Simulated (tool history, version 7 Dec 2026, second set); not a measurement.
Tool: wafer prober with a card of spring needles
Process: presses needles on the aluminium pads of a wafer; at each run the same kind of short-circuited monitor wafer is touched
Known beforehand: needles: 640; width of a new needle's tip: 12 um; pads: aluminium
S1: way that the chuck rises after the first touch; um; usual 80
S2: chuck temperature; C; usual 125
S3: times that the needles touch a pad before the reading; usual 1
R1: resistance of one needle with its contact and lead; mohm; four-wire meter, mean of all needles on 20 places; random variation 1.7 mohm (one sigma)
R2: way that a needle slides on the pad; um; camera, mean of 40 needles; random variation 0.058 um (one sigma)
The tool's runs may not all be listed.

Run 1, day 0: usual settings. Result: R1 169 mohm, R2 16.51 um.
At day 0.125: tips cleaned on abrasive film.
At day 0.425: tips cleaned on abrasive film.
At day 0.729: tips cleaned on abrasive film.
At day 1.033: tips cleaned on abrasive film.
At day 1.333: tips cleaned on abrasive film.
At day 1.579: tips cleaned on abrasive film.
Run 2, day 1.579: usual settings but S1 72 um. Result: R1 168 mohm, R2 14.87 um.
At day 1.883: tips cleaned on abrasive film.
At day 2.183: tips cleaned on abrasive film.
At day 2.488: tips cleaned on abrasive film.
At day 2.792: tips cleaned on abrasive film.
At day 3.092: tips cleaned on abrasive film.
Run 3, day 3.196: usual settings but S1 82 um. Result: R1 166 mohm, R2 17.06 um.
At day 3.379: tips cleaned on abrasive film.
At day 3.679: tips cleaned on abrasive film.
At day 3.983: tips cleaned on abrasive film.
At day 4.288: tips cleaned on abrasive film.
Run 4, day 4.479: usual settings but S1 82 um. Result: R1 165 mohm, R2 17.1 um.
At day 4.546: tips cleaned on abrasive film.
At day 4.788: tips cleaned on abrasive film.
At day 5.092: tips cleaned on abrasive film.
At day 5.392: tips cleaned on abrasive film.
At day 5.696: tips cleaned on abrasive film.
At day 5.996: tips cleaned on abrasive film.
Run 5, day 6.129: usual settings but S1 82 um. Result: R1 168 mohm, R2 17.1 um.
At day 6.25: tips cleaned on abrasive film.
At day 6.496: tips cleaned on abrasive film.
At day 6.796: tips cleaned on abrasive film.
At day 7.042: tips cleaned on abrasive film.
At day 7.342: tips cleaned on abrasive film.
At day 7.608: tips cleaned on abrasive film.
Run 6, day 7.608: usual settings but S1 82 um. Result: R1 166 mohm, R2 17.06 um.
At day 7.908: tips cleaned on abrasive film.
At day 8.212: tips cleaned on abrasive film.
At day 8.512: tips cleaned on abrasive film.
At day 8.758: tips cleaned on abrasive film.
At day 9.058: tips cleaned on abrasive film.
At day 9.333: tips cleaned on abrasive film.
Run 7, day 9.333: usual settings. Result: R1 166 mohm, R2 16.63 um.
At day 9.638: tips cleaned on abrasive film.
At day 9.938: tips cleaned on abrasive film.
At day 10.242: tips cleaned on abrasive film.
Run 8, day 10.296: usual settings. Result: R1 167 mohm, R2 16.68 um.
At day 10.542: tips cleaned on abrasive film.
At day 10.842: tips cleaned on abrasive film.
At day 11.146: tips cleaned on abrasive film.
Run 9, day 11.258: usual settings but S1 67 um. Result: R1 171 mohm, R2 13.99 um.
At day 11.442: tips cleaned on abrasive film.
At day 11.696: height of the first contact set anew.
At day 11.758: tips cleaned on abrasive film.
At day 12.062: tips cleaned on abrasive film.
At day 12.304: tips cleaned on abrasive film.
At day 12.608: tips cleaned on abrasive film.
Run 10, day 12.729: usual settings but S1 67 um. Result: R1 169 mohm, R2 13.96 um.
At day 12.85: tips cleaned on abrasive film.
At day 13.096: tips cleaned on abrasive film.
At day 13.396: tips cleaned on abrasive film.
At day 13.7: tips cleaned on abrasive film.
At day 14.004: tips cleaned on abrasive film.
Run 11, day 14.075: usual settings but S1 67 um. Result: R1 167 mohm, R2 14.08 um.
At day 14.258: tips cleaned on abrasive film.
At day 14.562: tips cleaned on abrasive film.
At day 14.862: tips cleaned on abrasive film.
At day 15.167: tips cleaned on abrasive film.
Run 12, day 15.204: usual settings but S1 96 um, S2 30 C, S3 2. Result: R1 149 mohm, R2 20.13 um.
At day 15.446: tips cleaned on abrasive film.
At day 15.75: tips cleaned on abrasive film.
At day 15.992: tips cleaned on abrasive film.
At day 16.296: tips cleaned on abrasive film.
At day 16.6: tips cleaned on abrasive film.
Run 13, day 16.712: usual settings but S2 107 C, S3 2. Result: R1 162 mohm, R2 16.65 um.
At day 16.896: tips cleaned on abrasive film.
At day 17.2: tips cleaned on abrasive film.
At day 17.442: tips cleaned on abrasive film.
At day 17.746: tips cleaned on abrasive film.
At day 18.046: tips cleaned on abrasive film.
At day 18.292: tips cleaned on abrasive film.
Run 14, day 18.462: usual settings but S1 67 um, S2 64 C, S3 2. Result: R1 159 mohm, R2 14.01 um.
At day 18.588: tips cleaned on abrasive film.
At day 18.892: tips cleaned on abrasive film.
At day 19.192: tips cleaned on abrasive film.
At day 19.488: tips cleaned on abrasive film.
Run 15, day 19.488: usual settings but S1 67 um, S2 64 C, S3 2. Result: R1 157 mohm, R2 14.14 um.
At day 19.792: tips cleaned on abrasive film.
At day 20.092: tips cleaned on abrasive film.
Run 16, day 20.217: usual settings but S1 67 um, S2 64 C, S3 2. Result: R1 158 mohm, R2 14.02 um.
At day 20.342: tips cleaned on abrasive film.
At day 20.642: tips cleaned on abrasive film.
At day 20.929: tips cleaned on abrasive film.
Run 17, day 20.929: usual settings but S1 69 um, S2 69 C, S3 2. Result: R1 161 mohm, R2 14.5 um.
At day 21.233: tips cleaned on abrasive film.
At day 21.533: tips cleaned on abrasive film.
At day 21.779: tips cleaned on abrasive film.
At day 22.079: tips cleaned on abrasive film.
At day 22.383: tips cleaned on abrasive film.
At day 22.675: tips cleaned on abrasive film.
Run 18, day 22.675: usual settings but S1 98 um, S2 106 C, S3 3. Result: R1 163 mohm, R2 20.58 um.
At day 22.979: tips cleaned on abrasive film.
At day 23.279: tips cleaned on abrasive film.
At day 23.583: tips cleaned on abrasive film.
At day 23.883: tips cleaned on abrasive film.
At day 24.188: tips cleaned on abrasive film.
Run 19, day 24.288: usual settings but S1 76 um, S2 101 C. Result: R1 163 mohm, R2 15.93 um.
At day 24.471: tips cleaned on abrasive film.
At day 24.775: tips cleaned on abrasive film.
At day 25.038: tips cleaned on abrasive film.
Run 20, day 25.038: usual settings but S1 93 um, S2 29 C. Result: R1 142 mohm, R2 19.56 um.
At day 25.342: tips cleaned on abrasive film.
At day 25.646: tips cleaned on abrasive film.
At day 25.946: tips cleaned on abrasive film.
Run 21, day 25.983: usual settings but S2 62 C, S3 2. Result: R1 158 mohm, R2 16.78 um.

What if the next run were any one of these 4? Each begins from the tool's condition after run 21:
At day 26.225: tips cleaned on abrasive film.
At day 26.529: tips cleaned on abrasive film.
At day 26.833: tips cleaned on abrasive film.
At day 27.133: tips cleaned on abrasive film.
At day 27.325: height of the first contact set anew.
At day 27.4: tips cleaned on abrasive film.
Run A, day 27.4: usual settings but S2 78 C, S3 2. Result: R1 ?, R2 ?.
At day 26.225: tips cleaned on abrasive film.
At day 26.529: tips cleaned on abrasive film.
At day 26.833: tips cleaned on abrasive film.
At day 27.133: tips cleaned on abrasive film.
At day 27.325: height of the first contact set anew.
At day 27.4: tips cleaned on abrasive film.
Run B, day 27.4: usual settings but S1 83 um, S2 117 C, S3 2. Result: R1 ?, R2 ?.
At day 26.225: tips cleaned on abrasive film.
At day 26.529: tips cleaned on abrasive film.
At day 26.833: tips cleaned on abrasive film.
At day 27.133: tips cleaned on abrasive film.
At day 27.325: height of the first contact set anew.
At day 27.4: tips cleaned on abrasive film.
Run C, day 27.4: usual settings but S1 72 um, S2 67 C. Result: R1 ?, R2 ?.
At day 26.225: tips cleaned on abrasive film.
At day 26.529: tips cleaned on abrasive film.
At day 26.833: tips cleaned on abrasive film.
At day 27.133: tips cleaned on abrasive film.
At day 27.325: height of the first contact set anew.
At day 27.4: tips cleaned on abrasive film.
Run D, day 27.4: usual settings but S2 62 C, S3 3. Result: R1 ?, R2 ?.

run   R1     R2
  A  160  16.84
  B  165  17.41
  C  158  15.26
  D  158  16.84
The same runs, with their run-to-run variation unchanged, on a tool lacking any hidden condition would have given:
run   R1     R2
  A  159  16.54
  B  164  17.11
  C  158     15
  D  158  16.55
